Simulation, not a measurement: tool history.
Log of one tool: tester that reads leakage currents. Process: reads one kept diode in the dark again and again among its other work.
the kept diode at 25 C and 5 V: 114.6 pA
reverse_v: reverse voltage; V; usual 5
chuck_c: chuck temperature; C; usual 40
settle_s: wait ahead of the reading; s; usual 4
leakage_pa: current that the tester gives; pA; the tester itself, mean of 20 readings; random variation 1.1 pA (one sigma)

run 1 hour=0 | reverse_v=5 chuck_c=40 settle_s=4 | leakage_pa=371.67
run 2 hour=66.2 | reverse_v=5 chuck_c=40 settle_s=4 | leakage_pa=374.6
run 3 hour=151.6 | reverse_v=11.82 chuck_c=40 settle_s=4 | leakage_pa=548.83
run 4 hour=235.6 | reverse_v=16.54 chuck_c=40 settle_s=4 | leakage_pa=639.43
run 5 hour=356.8 | reverse_v=16.54 chuck_c=40 settle_s=0.62 | leakage_pa=648.72
run 6 hour=468 | reverse_v=16.54 chuck_c=40 settle_s=0.62 | leakage_pa=648.77
run 7 hour=541.8 | reverse_v=5 chuck_c=40 settle_s=4 | leakage_pa=377.82
run 8 hour=630.6 | reverse_v=5 chuck_c=40 settle_s=4 | leakage_pa=378.67
run 9 hour=699 | reverse_v=5 chuck_c=40 settle_s=4 | leakage_pa=382.73
run 10 hour=764.6 | reverse_v=5 chuck_c=40 settle_s=4 | leakage_pa=382.85
run 11 hour=828.6 | reverse_v=5 chuck_c=56 settle_s=1.14 | leakage_pa=1154.39
run 12 hour=891.2 | reverse_v=1.1 chuck_c=56 settle_s=1.14 | leakage_pa=596.22
run 13 hour=951.6 | reverse_v=10.38 chuck_c=56 settle_s=1.1 | leakage_pa=1591.57
run 14 hour=1021.1 | reverse_v=10.38 chuck_c=56 settle_s=1.1 | leakage_pa=1603.2
run 15 hour=1071.2 | reverse_v=10.38 chuck_c=56 settle_s=1.1 | leakage_pa=1603.99
run 16 hour=1141.2 | reverse_v=16.41 chuck_c=28 settle_s=5.45 | leakage_pa=272.76
run 17 hour=1259.3 | reverse_v=16.41 chuck_c=28 settle_s=5.45 | leakage_pa=277.2
run 18 hour=1360.7 | reverse_v=5 chuck_c=36 settle_s=0.87 | leakage_pa=292.68
run 19 hour=1483.7 | reverse_v=1.65 chuck_c=25 settle_s=4 | leakage_pa=76.65
run 20 hour=1549.4 | reverse_v=1.65 chuck_c=25 settle_s=4 | leakage_pa=77.3

Some steps in leakage_pa between neighbouring runs. How much of each would the tool show without its hidden state too (settings, what came in, random variation), and how much is left for the hidden state, with any gauge scatter that isn't in both results?
The hidden state here: stray current of the dirty probe card, pA a volt; current scale over the true one, %; true chuck temperature over the reading, C; drift of the gauge itself on leakage_pa, %.
Run 12 -> 13: reverse_v 1.1 -> 10.38, settle_s 1.14 -> 1.1. leakage_pa +995.35 pA: hidden state +42.53, all else +952.82.
Run 15 -> 16: reverse_v 10.38 -> 16.41, chuck_c 56 -> 28, settle_s 1.1 -> 5.45. leakage_pa -1331.23 pA: hidden state -38.72, all else -1292.51.
